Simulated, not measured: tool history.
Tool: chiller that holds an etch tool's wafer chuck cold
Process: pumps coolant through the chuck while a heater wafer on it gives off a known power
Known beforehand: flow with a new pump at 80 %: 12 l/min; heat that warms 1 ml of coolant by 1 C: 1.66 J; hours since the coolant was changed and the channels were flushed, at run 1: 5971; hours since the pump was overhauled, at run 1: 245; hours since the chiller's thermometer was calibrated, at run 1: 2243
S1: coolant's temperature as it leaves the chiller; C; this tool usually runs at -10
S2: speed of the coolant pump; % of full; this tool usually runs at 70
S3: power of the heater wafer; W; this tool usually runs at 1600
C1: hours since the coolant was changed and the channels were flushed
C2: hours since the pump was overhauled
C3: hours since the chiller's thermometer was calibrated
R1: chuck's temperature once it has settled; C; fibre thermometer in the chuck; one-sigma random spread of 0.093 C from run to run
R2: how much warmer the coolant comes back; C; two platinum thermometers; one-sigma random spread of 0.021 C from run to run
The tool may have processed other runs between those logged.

run,hour,S1,S2,S3,C1,C2,C3,R1,R2
1,0.0,-10,70,1600,5971,245,2243,4.37,5.63
2,17.7,-10,70,1600,5988,262,2261,4.49,5.62
3,40.0,-10,70,1600,6011,285,2283,4.27,5.63
4,57.5,-10,70,1600,6028,302,2301,4.36,5.60
5,86.5,-10,70,1600,6057,331,2330,4.35,5.61
6,101.3,-10,70,1600,6072,346,2344,4.39,5.59
7,115.7,-10,70,1600,6086,360,2359,4.36,5.61
8,138.9,-10,70,1600,6110,384,2382,4.38,5.62
9,171.0,-10,70,2296,6142,416,2414,10.70,8.01
10,191.1,-10,70,1086,6162,436,2434,-0.29,3.82
11,218.0,-1,70,1600,6189,463,2461,13.23,5.61
# hour 220.6: chiller's thermometer calibrated
12,233.6,-2,70,962,6203,477,13,6.37,3.37
13,251.6,-2,70,962,6221,495,31,6.55,3.39
14,281.6,-16,100,962,6251,525,61,-9.70,2.26
15,308.5,-16,100,962,6278,552,88,-9.82,2.30
# hour 322.9: chiller's thermometer calibrated, once more
16,339.8,-16,94,953,6309,583,17,-9.36,2.40
17,358.0,-16,94,953,6327,601,35,-9.32,2.40
18,371.8,-9,61,953,6341,615,49,0.81,3.91
19,385.6,-3,66,2331,6354,628,63,19.11,8.75
20,417.2,-9,74,1215,6386,660,94,1.43,4.02
21,450.4,-11,61,1922,6419,693,127,8.75,7.87
22,466.2,-11,61,1058,6435,709,143,-0.17,4.33

Below, some changes in R1 between adjacent runs. For each, the amount present without the hidden state too (settings, incoming material, random variation) and the amount remaining for the hidden state with gauge scatter not shared by both compared results:
What the log doesn't record here: heat passed by the chuck's channels, % of clean ones'; flow at a given pump speed, % of a new pump's; coolant's true temperature over the reading, C; drift of the gauge itself on chuck_c, C; drift of the gauge itself on warmer_back_c, C.
Run 18 -> 19: S1 -9 -> -3, S2 61 -> 66, S3 953 -> 2331. R1 +18.30 C: hidden state +1.13, all else +17.17.
Run 19 -> 20: S1 -3 -> -9, S2 66 -> 74, S3 2331 -> 1215. R1 -17.68 C: hidden state -1.04, all else -16.64.
